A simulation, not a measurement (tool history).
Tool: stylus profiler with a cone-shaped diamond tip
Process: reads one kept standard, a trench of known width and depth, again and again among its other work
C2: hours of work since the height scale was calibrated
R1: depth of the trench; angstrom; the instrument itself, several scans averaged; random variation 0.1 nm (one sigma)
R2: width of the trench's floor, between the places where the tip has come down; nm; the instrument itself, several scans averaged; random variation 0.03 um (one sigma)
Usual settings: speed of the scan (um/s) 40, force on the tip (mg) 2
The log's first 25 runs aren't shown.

run 26 hour=2722.6 | speed_of_the_scan_(um/s)=124 force_on_the_tip_(mg)=3.8 | scans_with_this_tip=22982 C2=679 | R1=2035.1 R2=26480
run 27 hour=2836.8 | speed_of_the_scan_(um/s)=52 force_on_the_tip_(mg)=0.89 | scans_with_this_tip=23308 C2=753 | R1=2009.9 R2=26520
run 28 hour=2904.7 | speed_of_the_scan_(um/s)=19 force_on_the_tip_(mg)=0.9 | scans_with_this_tip=23502 C2=798 | R1=2009 R2=26740
run 29 hour=3004.9 | speed_of_the_scan_(um/s)=13 force_on_the_tip_(mg)=1.42 | scans_with_this_tip=23788 C2=864 | R1=2016.8 R2=26810
run 30 hour=3100.2 | speed_of_the_scan_(um/s)=26 force_on_the_tip_(mg)=5.12 | scans_with_this_tip=24060 C2=926 | R1=2041.5 R2=26750
run 31 hour=3215.5 | speed_of_the_scan_(um/s)=13 force_on_the_tip_(mg)=0.85 | scans_with_this_tip=24389 C2=1001 | R1=2007.3 R2=26790
run 32 hour=3315.7 | speed_of_the_scan_(um/s)=15 force_on_the_tip_(mg)=0.87 | scans_with_this_tip=24675 C2=1067 | R1=2008.1 R2=26730
-- hour=3339.8 height scale calibrated on a step standard
run 33 hour=3377.4 | speed_of_the_scan_(um/s)=11 force_on_the_tip_(mg)=1.54 | scans_with_this_tip=24850 C2=25 | R1=2020.1 R2=26800
run 34 hour=3493 | speed_of_the_scan_(um/s)=11 force_on_the_tip_(mg)=1.54 | scans_with_this_tip=25180 C2=100 | R1=2019.7 R2=26760
run 35 hour=3572.5 | speed_of_the_scan_(um/s)=11 force_on_the_tip_(mg)=1.54 | scans_with_this_tip=25407 C2=152 | R1=2019.7 R2=26750
run 36 hour=3635.4 | speed_of_the_scan_(um/s)=11 force_on_the_tip_(mg)=1.54 | scans_with_this_tip=25587 C2=194 | R1=2017.2 R2=26800
run 37 hour=3782.8 | speed_of_the_scan_(um/s)=27 force_on_the_tip_(mg)=3.64 | scans_with_this_tip=26008 C2=290 | R1=2034.1 R2=26740
run 38 hour=3854.4 | speed_of_the_scan_(um/s)=20 force_on_the_tip_(mg)=0.74 | scans_with_this_tip=26212 C2=337 | R1=2010.4 R2=26610
run 39 hour=3929.4 | speed_of_the_scan_(um/s)=27 force_on_the_tip_(mg)=4.29 | scans_with_this_tip=26426 C2=386 | R1=2039.7 R2=26670
run 40 hour=4039.1 | speed_of_the_scan_(um/s)=11 force_on_the_tip_(mg)=0.76 | scans_with_this_tip=26740 C2=458 | R1=2010.3 R2=26650
run 41 hour=4128.2 | speed_of_the_scan_(um/s)=12 force_on_the_tip_(mg)=1.25 | scans_with_this_tip=26994 C2=516 | R1=2015.7 R2=26680
run 42 hour=4196.4 | speed_of_the_scan_(um/s)=40 force_on_the_tip_(mg)=2.42 | scans_with_this_tip=27189 C2=561 | R1=2024.9 R2=26650
run 43 hour=4322.2 | speed_of_the_scan_(um/s)=26 force_on_the_tip_(mg)=1.26 | scans_with_this_tip=27548 C2=643 | R1=2013.8 R2=26600
run 44 hour=4403.7 | speed_of_the_scan_(um/s)=83 force_on_the_tip_(mg)=3.9 | scans_with_this_tip=27781 C2=697 | R1=2034.8 R2=26410
run 45 hour=4507.9 | speed_of_the_scan_(um/s)=83 force_on_the_tip_(mg)=3.9 | scans_with_this_tip=28078 C2=765 | R1=2034.1 R2=26410
run 46 hour=4594 | speed_of_the_scan_(um/s)=13 force_on_the_tip_(mg)=1.29 | scans_with_this_tip=28324 C2=821 | R1=2013.2 R2=26590

Forecast each of these 4 alternatives for the next run:
run A hour=4680.7 | speed_of_the_scan_(um/s)=10 force_on_the_tip_(mg)=3.49 | scans_with_this_tip=28572 C2=878 | R1=? R2=?
run B hour=4680.7 | speed_of_the_scan_(um/s)=25 force_on_the_tip_(mg)=2 | scans_with_this_tip=28572 C2=878 | R1=? R2=?
run C hour=4680.7 | speed_of_the_scan_(um/s)=40 force_on_the_tip_(mg)=1.71 | scans_with_this_tip=28572 C2=878 | R1=? R2=?
run D hour=4680.7 | speed_of_the_scan_(um/s)=28 force_on_the_tip_(mg)=4.06 | scans_with_this_tip=28572 C2=878 | R1=? R2=?

run=A R1=2030.7 R2=26680
run=B R1=2018.3 R2=26620
run=C R1=2017.9 R2=26480
run=D R1=2034 R2=26590
Without the tool's hidden state the same runs would have given:
run=A R1=2036.1 R2=28000
run=B R1=2023.6 R2=27950
run=C R1=2023.2 R2=27810
run=D R1=2039.4 R2=27920
